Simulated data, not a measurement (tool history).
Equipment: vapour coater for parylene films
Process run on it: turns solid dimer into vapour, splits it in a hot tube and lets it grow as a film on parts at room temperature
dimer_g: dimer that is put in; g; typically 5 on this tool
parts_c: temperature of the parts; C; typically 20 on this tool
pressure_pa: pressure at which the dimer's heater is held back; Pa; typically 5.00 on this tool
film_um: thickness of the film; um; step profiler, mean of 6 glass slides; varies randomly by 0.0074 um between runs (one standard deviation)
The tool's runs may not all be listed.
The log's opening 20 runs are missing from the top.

run	hour	dimer_g	parts_c	pressure_pa	hours of work since the trap's valve was overhauled	hours of work since the table's thermometer was calibrated	film_um
21	1038.9	4	22	2.50	563	634	1.874
# hour 1054.8: trap's valve overhauled
22	1111.9	4	22	2.50	31	671	1.900
23	1168.1	8	12	2.50	61	702	4.733
24	1227.3	5	26	7.55	93	734	1.819
25	1257.8	6	13	9.40	110	750	2.794
26	1300.8	6	17	10.40	133	774	2.524
27	1366.7	5	30	3.40	169	809	1.883
28	1426.9	4	17	3.38	202	842	2.011
29	1501.8	4	17	8.55	242	883	1.757
30	1565.9	6	13	5.25	277	917	3.083
31	1598.1	5	15	2.37	294	935	2.798
32	1629.7	5	15	7.39	311	952	2.334
33	1661.1	5	15	7.39	328	969	2.342
34	1725.1	5	19	4.94	363	1004	2.292
35	1792.8	5	19	4.94	400	1040	2.286
# hour 1853.4: table's thermometer calibrated
36	1863.7	5	19	4.94	438	6	2.284
37	1928.2	5	19	4.94	473	40	2.283

What will run 38 give?
38	1960.8	4	25	4.06	490	58	?

film_um: 1.658 um
On a tool with no hidden condition, and with the same random variation, this run would have come out at film_um 1.617 um.

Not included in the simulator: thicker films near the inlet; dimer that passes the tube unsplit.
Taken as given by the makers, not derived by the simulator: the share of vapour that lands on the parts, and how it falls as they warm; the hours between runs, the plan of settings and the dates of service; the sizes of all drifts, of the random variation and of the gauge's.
